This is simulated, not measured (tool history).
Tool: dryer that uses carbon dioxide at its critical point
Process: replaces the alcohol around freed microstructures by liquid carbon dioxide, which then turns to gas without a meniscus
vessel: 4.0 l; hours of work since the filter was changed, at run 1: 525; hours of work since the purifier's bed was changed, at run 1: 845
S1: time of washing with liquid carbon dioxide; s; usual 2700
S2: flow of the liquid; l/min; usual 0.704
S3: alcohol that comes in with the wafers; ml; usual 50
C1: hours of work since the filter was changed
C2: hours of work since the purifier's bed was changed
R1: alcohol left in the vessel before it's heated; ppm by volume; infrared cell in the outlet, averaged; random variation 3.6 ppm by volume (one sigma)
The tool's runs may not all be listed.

{"run": 1, "hour": 0.0, "S1": 2700, "S2": 0.704, "S3": 50, "C1": 525, "C2": 845, "R1": 67}
{"run": 2, "hour": 19.9, "S1": 2700, "S2": 0.712, "S3": 50, "C1": 537, "C2": 858, "R1": 68}
{"hour": 24.0, "done": "inlet filter changed"}
{"run": 3, "hour": 43.2, "S1": 2700, "S2": 0.704, "S3": 87, "C1": 12, "C2": 872, "R1": 63}
{"run": 4, "hour": 83.1, "S1": 2700, "S2": 0.704, "S3": 87, "C1": 37, "C2": 897, "R1": 64}
{"run": 5, "hour": 112.2, "S1": 2700, "S2": 0.531, "S3": 50, "C1": 56, "C2": 916, "R1": 134}
{"run": 6, "hour": 146.3, "S1": 2700, "S2": 0.531, "S3": 50, "C1": 77, "C2": 937, "R1": 132}
{"run": 7, "hour": 165.4, "S1": 2700, "S2": 0.704, "S3": 50, "C1": 90, "C2": 949, "R1": 54}
{"run": 8, "hour": 193.4, "S1": 2700, "S2": 1.076, "S3": 50, "C1": 107, "C2": 967, "R1": 35}
{"run": 9, "hour": 225.9, "S1": 2100, "S2": 0.704, "S3": 50, "C1": 128, "C2": 988, "R1": 135}
{"run": 10, "hour": 255.1, "S1": 2100, "S2": 0.704, "S3": 50, "C1": 146, "C2": 1006, "R1": 129}
{"run": 11, "hour": 277.5, "S1": 2940, "S2": 0.704, "S3": 50, "C1": 160, "C2": 1020, "R1": 55}
{"run": 12, "hour": 311.8, "S1": 2940, "S2": 0.704, "S3": 50, "C1": 182, "C2": 1042, "R1": 52}
{"run": 13, "hour": 329.1, "S1": 2940, "S2": 0.704, "S3": 50, "C1": 193, "C2": 1053, "R1": 51}
{"run": 14, "hour": 361.1, "S1": 2940, "S2": 0.704, "S3": 50, "C1": 213, "C2": 1073, "R1": 53}
{"run": 15, "hour": 380.7, "S1": 2700, "S2": 0.704, "S3": 50, "C1": 226, "C2": 1086, "R1": 57}
{"run": 16, "hour": 417.3, "S1": 2700, "S2": 0.87, "S3": 50, "C1": 249, "C2": 1109, "R1": 49}
{"run": 17, "hour": 436.5, "S1": 2700, "S2": 0.87, "S3": 50, "C1": 261, "C2": 1121, "R1": 47}
{"run": 18, "hour": 464.3, "S1": 2580, "S2": 0.704, "S3": 50, "C1": 279, "C2": 1139, "R1": 74}
{"run": 19, "hour": 485.1, "S1": 2580, "S2": 0.704, "S3": 50, "C1": 292, "C2": 1152, "R1": 76}
{"run": 20, "hour": 515.2, "S1": 2580, "S2": 0.704, "S3": 50, "C1": 311, "C2": 1171, "R1": 78}
{"run": 21, "hour": 552.3, "S1": 2580, "S2": 0.704, "S3": 50, "C1": 334, "C2": 1194, "R1": 84}
{"run": 22, "hour": 574.7, "S1": 2700, "S2": 0.704, "S3": 102, "C1": 349, "C2": 1208, "R1": 97}
{"run": 23, "hour": 592.9, "S1": 2700, "S2": 0.704, "S3": 102, "C1": 360, "C2": 1220, "R1": 112}
{"run": 24, "hour": 617.2, "S1": 2700, "S2": 0.486, "S3": 88, "C1": 376, "C2": 1235, "R1": 394}
{"run": 25, "hour": 646.5, "S1": 2700, "S2": 0.486, "S3": 88, "C1": 394, "C2": 1254, "R1": 395}
{"run": 26, "hour": 671.2, "S1": 2700, "S2": 0.486, "S3": 88, "C1": 410, "C2": 1270, "R1": 392}
{"run": 27, "hour": 709.4, "S1": 1740, "S2": 0.704, "S3": 23, "C1": 434, "C2": 1294, "R1": 170}
{"run": 28, "hour": 727.3, "S1": 2700, "S2": 1.144, "S3": 71, "C1": 445, "C2": 1305, "R1": 50}
{"hour": 743.5, "done": "purifier's bed changed"}
{"run": 29, "hour": 747.6, "S1": 3000, "S2": 0.721, "S3": 28, "C1": 456, "C2": 3, "R1": 9}
{"run": 30, "hour": 787.3, "S1": 2700, "S2": 0.721, "S3": 28, "C1": 481, "C2": 28, "R1": 22}
{"run": 31, "hour": 817.1, "S1": 2700, "S2": 0.721, "S3": 28, "C1": 500, "C2": 47, "R1": 24}
{"run": 32, "hour": 852.0, "S1": 2700, "S2": 0.721, "S3": 28, "C1": 522, "C2": 69, "R1": 21}
{"hour": 881.0, "done": "inlet filter changed"}
{"run": 33, "hour": 890.3, "S1": 2700, "S2": 0.721, "S3": 28, "C1": 6, "C2": 92, "R1": 20}
{"run": 34, "hour": 927.8, "S1": 2700, "S2": 0.721, "S3": 28, "C1": 30, "C2": 116, "R1": 19}
{"run": 35, "hour": 956.8, "S1": 2700, "S2": 0.721, "S3": 28, "C1": 48, "C2": 134, "R1": 19}
{"run": 36, "hour": 986.3, "S1": 3660, "S2": 0.645, "S3": 95, "C1": 67, "C2": 153, "R1": 17}
{"run": 37, "hour": 1014.1, "S1": 3660, "S2": 0.645, "S3": 95, "C1": 84, "C2": 171, "R1": 20}
{"run": 38, "hour": 1054.7, "S1": 2700, "S2": 0.574, "S3": 50, "C1": 110, "C2": 196, "R1": 84}
{"run": 39, "hour": 1094.4, "S1": 3240, "S2": 0.574, "S3": 82, "C1": 135, "C2": 222, "R1": 62}
{"run": 40, "hour": 1122.6, "S1": 2700, "S2": 0.59, "S3": 50, "C1": 153, "C2": 239, "R1": 75}

The next listed run, before its measurement:
{"run": 41, "hour": 1151.4, "S1": 2700, "S2": 0.59, "S3": 50, "C1": 171, "C2": 258, "R1": "?"}

{"run 41": {"R1": 83}}
Without the tool's hidden state the same run would have given R1 63 ppm by volume.

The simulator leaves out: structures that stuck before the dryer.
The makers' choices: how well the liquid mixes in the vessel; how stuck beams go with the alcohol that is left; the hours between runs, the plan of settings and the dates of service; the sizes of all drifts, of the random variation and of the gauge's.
